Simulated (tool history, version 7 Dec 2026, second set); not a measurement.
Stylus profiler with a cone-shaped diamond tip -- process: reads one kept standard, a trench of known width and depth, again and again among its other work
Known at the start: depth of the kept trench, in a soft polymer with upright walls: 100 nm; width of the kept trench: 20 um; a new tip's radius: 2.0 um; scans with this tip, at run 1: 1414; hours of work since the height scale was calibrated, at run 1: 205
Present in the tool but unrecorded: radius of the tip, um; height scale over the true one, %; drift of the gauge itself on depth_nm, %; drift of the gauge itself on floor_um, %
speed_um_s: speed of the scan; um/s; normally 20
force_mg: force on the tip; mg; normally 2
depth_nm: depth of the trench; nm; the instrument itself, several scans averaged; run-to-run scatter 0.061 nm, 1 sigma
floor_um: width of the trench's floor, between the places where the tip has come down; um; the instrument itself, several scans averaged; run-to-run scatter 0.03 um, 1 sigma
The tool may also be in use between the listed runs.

run	day	speed_um_s	force_mg	scans with this tip	hours of work since the height scale was calibrated	depth_nm	floor_um
1	0	20	2	1414	205	100.89	18.61
2	1.738	20	2	1606	233	100.93	18.63
3	3.05	20	2.06	1751	254	100.92	18.64
4	4.112	20	2.06	1868	271	100.76	18.57
5	5.779	76	2	2052	298	100.85	18.49
6	7.142	76	2	2203	320	100.81	18.49
7	8.308	52	4.38	2331	338	101.51	18.57
8	9.712	52	4.38	2487	361	101.51	18.6
9	10.733	63	3.15	2599	377	101.19	18.51
10	11.567	63	3.15	2691	390	101.07	18.53

Here are 5 independent what-if runs from the current tool condition. What would each one return?
A	13.242	63	1.66	2876	417	?	?
B	13.242	63	2.81	2876	417	?	?
C	13.242	63	2.83	2876	417	?	?
D	13.242	26	1.48	2876	417	?	?
E	13.242	9	4.12	2876	417	?	?

run	depth_nm	floor_um
A	100.66	18.49
B	101.19	18.46
C	101.16	18.49
D	100.51	18.53
E	101.58	18.67
Take away the tool's hidden state, keep each run's random variation, and the runs would have read:
run	depth_nm	floor_um
A	100.84	18.58
B	101.37	18.55
C	101.34	18.58
D	100.68	18.62
E	101.76	18.75
